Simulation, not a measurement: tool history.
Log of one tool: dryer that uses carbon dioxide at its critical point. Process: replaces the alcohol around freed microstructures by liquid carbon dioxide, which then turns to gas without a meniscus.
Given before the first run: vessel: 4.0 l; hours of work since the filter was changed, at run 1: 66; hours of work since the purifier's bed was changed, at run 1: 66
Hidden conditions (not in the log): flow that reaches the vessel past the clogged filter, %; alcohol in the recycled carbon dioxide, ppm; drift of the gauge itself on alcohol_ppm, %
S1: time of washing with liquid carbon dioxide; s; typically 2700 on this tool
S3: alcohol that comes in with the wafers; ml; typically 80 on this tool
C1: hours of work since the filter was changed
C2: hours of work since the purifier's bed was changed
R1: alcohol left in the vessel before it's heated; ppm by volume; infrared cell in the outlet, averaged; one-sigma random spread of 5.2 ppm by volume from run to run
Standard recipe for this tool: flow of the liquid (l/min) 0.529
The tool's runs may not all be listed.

run 1 hour=0.0 | S1=2700 flow_of_the_liquid_(l/min)=0.529 S3=80 | C1=66 C2=66 | R1=126
run 2 hour=5.4 | S1=2700 flow_of_the_liquid_(l/min)=0.529 S3=80 | C1=69 C2=69 | R1=131
run 3 hour=10.0 | S1=2700 flow_of_the_liquid_(l/min)=0.529 S3=80 | C1=72 C2=72 | R1=129
run 4 hour=15.2 | S1=2700 flow_of_the_liquid_(l/min)=0.529 S3=80 | C1=75 C2=75 | R1=121
run 5 hour=19.4 | S1=2700 flow_of_the_liquid_(l/min)=0.529 S3=80 | C1=78 C2=78 | R1=137
run 6 hour=25.9 | S1=2700 flow_of_the_liquid_(l/min)=0.529 S3=80 | C1=82 C2=82 | R1=140
run 7 hour=30.5 | S1=2700 flow_of_the_liquid_(l/min)=0.529 S3=80 | C1=85 C2=85 | R1=138
run 8 hour=40.5 | S1=2700 flow_of_the_liquid_(l/min)=0.529 S3=36 | C1=91 C2=91 | R1=87
run 9 hour=46.2 | S1=2700 flow_of_the_liquid_(l/min)=0.529 S3=36 | C1=95 C2=95 | R1=83
run 10 hour=50.8 | S1=2700 flow_of_the_liquid_(l/min)=0.529 S3=80 | C1=98 C2=98 | R1=143
run 11 hour=57.9 | S1=1800 flow_of_the_liquid_(l/min)=0.529 S3=80 | C1=102 C2=102 | R1=685
run 12 hour=63.8 | S1=1800 flow_of_the_liquid_(l/min)=0.529 S3=80 | C1=106 C2=106 | R1=669
run 13 hour=73.2 | S1=1800 flow_of_the_liquid_(l/min)=0.529 S3=80 | C1=112 C2=112 | R1=696
run 14 hour=78.9 | S1=1800 flow_of_the_liquid_(l/min)=0.529 S3=80 | C1=115 C2=115 | R1=694
run 15 hour=88.9 | S1=2700 flow_of_the_liquid_(l/min)=0.661 S3=80 | C1=122 C2=122 | R1=71
run 16 hour=94.1 | S1=2700 flow_of_the_liquid_(l/min)=0.661 S3=80 | C1=125 C2=125 | R1=78
run 17 hour=102.7 | S1=2700 flow_of_the_liquid_(l/min)=0.661 S3=80 | C1=130 C2=130 | R1=78
run 18 hour=109.7 | S1=2700 flow_of_the_liquid_(l/min)=0.529 S3=80 | C1=135 C2=135 | R1=172
run 19 hour=118.8 | S1=2700 flow_of_the_liquid_(l/min)=0.529 S3=80 | C1=140 C2=140 | R1=175
run 20 hour=124.3 | S1=2700 flow_of_the_liquid_(l/min)=0.529 S3=80 | C1=144 C2=144 | R1=177
run 21 hour=131.7 | S1=2700 flow_of_the_liquid_(l/min)=0.529 S3=80 | C1=148 C2=148 | R1=185
run 22 hour=140.6 | S1=2700 flow_of_the_liquid_(l/min)=0.691 S3=80 | C1=154 C2=154 | R1=86
run 23 hour=149.7 | S1=2700 flow_of_the_liquid_(l/min)=0.691 S3=80 | C1=160 C2=160 | R1=92
run 24 hour=157.7 | S1=2700 flow_of_the_liquid_(l/min)=0.691 S3=80 | C1=165 C2=165 | R1=89
run 25 hour=164.0 | S1=3840 flow_of_the_liquid_(l/min)=0.331 S3=20 | C1=169 C2=169 | R1=100
run 26 hour=169.3 | S1=2520 flow_of_the_liquid_(l/min)=0.443 S3=32 | C1=172 C2=172 | R1=234
run 27 hour=175.1 | S1=2520 flow_of_the_liquid_(l/min)=0.859 S3=21 | C1=176 C2=176 | R1=46
run 28 hour=185.3 | S1=2520 flow_of_the_liquid_(l/min)=0.859 S3=21 | C1=182 C2=182 | R1=55
run 29 hour=192.3 | S1=3840 flow_of_the_liquid_(l/min)=0.441 S3=21 | C1=186 C2=186 | R1=68
-- hour=200.2 inlet filter changed
run 30 hour=202.1 | S1=2400 flow_of_the_liquid_(l/min)=0.494 S3=33 | C1=1 C2=192 | R1=143
run 31 hour=212.0 | S1=3300 flow_of_the_liquid_(l/min)=0.878 S3=48 | C1=7 C2=198 | R1=53
run 32 hour=216.3 | S1=3300 flow_of_the_liquid_(l/min)=0.878 S3=48 | C1=10 C2=201 | R1=58
run 33 hour=225.6 | S1=3120 flow_of_the_liquid_(l/min)=0.878 S3=107 | C1=16 C2=206 | R1=61
run 34 hour=233.1 | S1=3120 flow_of_the_liquid_(l/min)=0.878 S3=107 | C1=21 C2=211 | R1=61
run 35 hour=238.4 | S1=1680 flow_of_the_liquid_(l/min)=0.767 S3=39 | C1=24 C2=214 | R1=151
run 36 hour=244.1 | S1=2460 flow_of_the_liquid_(l/min)=0.631 S3=34 | C1=27 C2=218 | R1=90
run 37 hour=248.4 | S1=3600 flow_of_the_liquid_(l/min)=0.424 S3=80 | C1=30 C2=221 | R1=132
run 38 hour=258.1 | S1=3600 flow_of_the_liquid_(l/min)=0.424 S3=80 | C1=36 C2=227 | R1=126
run 39 hour=266.8 | S1=3960 flow_of_the_liquid_(l/min)=0.721 S3=80 | C1=42 C2=232 | R1=75
run 40 hour=273.4 | S1=2100 flow_of_the_liquid_(l/min)=0.336 S3=29 | C1=46 C2=236 | R1=561
run 41 hour=277.9 | S1=3720 flow_of_the_liquid_(l/min)=0.336 S3=29 | C1=49 C2=239 | R1=127
run 42 hour=283.4 | S1=3720 flow_of_the_liquid_(l/min)=0.336 S3=29 | C1=52 C2=243 | R1=128
run 43 hour=293.1 | S1=3720 flow_of_the_liquid_(l/min)=0.336 S3=27 | C1=58 C2=249 | R1=128
run 44 hour=297.6 | S1=3720 flow_of_the_liquid_(l/min)=0.336 S3=27 | C1=61 C2=251 | R1=136
run 45 hour=302.3 | S1=3720 flow_of_the_liquid_(l/min)=0.336 S3=27 | C1=64 C2=254 | R1=141
run 46 hour=307.7 | S1=3720 flow_of_the_liquid_(l/min)=0.336 S3=27 | C1=67 C2=258 | R1=128

Predict each of these 5 candidate next runs independently; none follows another, all start after run 46:
run A hour=315.8 | S1=3720 flow_of_the_liquid_(l/min)=0.336 S3=56 | C1=72 C2=263 | R1=?
run B hour=315.8 | S1=2700 flow_of_the_liquid_(l/min)=0.567 S3=80 | C1=72 C2=263 | R1=?
run C hour=315.8 | S1=2940 flow_of_the_liquid_(l/min)=0.345 S3=32 | C1=72 C2=263 | R1=?
run D hour=315.8 | S1=2700 flow_of_the_liquid_(l/min)=0.747 S3=37 | C1=72 C2=263 | R1=?
run E hour=315.8 | S1=3000 flow_of_the_liquid_(l/min)=0.838 S3=95 | C1=72 C2=263 | R1=?

run=A R1=200
run=B R1=151
run=C R1=252
run=D R1=81
run=E R1=80
With no hidden state in the tool, these same runs would have given:
run=A R1=100
run=B R1=61
run=C R1=149
run=D R1=12
run=E R1=10
